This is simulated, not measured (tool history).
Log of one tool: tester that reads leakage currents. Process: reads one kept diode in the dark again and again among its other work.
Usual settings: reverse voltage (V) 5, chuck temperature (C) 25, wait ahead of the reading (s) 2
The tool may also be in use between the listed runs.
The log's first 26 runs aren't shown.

run    hour  reverse voltage (V)  chuck temperature (C)  wait ahead of the reading (s)  current that the tester gives (pA)
 27   811.9                 8.47                     23                           7.91                              116.43
 28   853.2                 8.47                     23                           7.91                               116.2
 29   871.9                 5.12                     25                           7.91                              112.07
 30   912.9                 5.12                     25                           7.91                              111.79
 31   936.8                 5.12                     25                           7.91                              112.47
 32   958.5                 8.77                     49                           4.28                              908.82
 33   978.4                 8.77                     49                           4.28                              913.15
 34    1005                 8.77                     49                           4.28                              914.87
 35  1048.6                 1.43                     38                           1.55                              202.71
 36  1074.7                 1.43                     38                           1.55                              201.79
 37  1109.7                 8.21                     38                           1.55                              391.03
 38  1143.7                 1.81                     59                           1.55                             1053.48
 39  1177.3                 1.01                     27                           0.43                               72.49
 40  1217.5                 1.01                     46                           6.65                              332.82

4 ways to go on from here, each from the tool as it stands after run 40. What would each give?
  A  1236.5                    5                     41                              2                                   ?
  B  1236.5                 1.26                     36                           2.61                                   ?
  C  1236.5                 2.69                     43                           2.33                                   ?
  D  1236.5                17.98                     22                           0.58                                   ?

run  current that the tester gives (pA)
  A                              410.82
  B                              165.31
  C                              380.23
  D                              160.55
Without the tool's hidden state the same runs would have given:
run  current that the tester gives (pA)
  A                              386.26
  B                              156.15
  C                               360.2
  D                              129.97

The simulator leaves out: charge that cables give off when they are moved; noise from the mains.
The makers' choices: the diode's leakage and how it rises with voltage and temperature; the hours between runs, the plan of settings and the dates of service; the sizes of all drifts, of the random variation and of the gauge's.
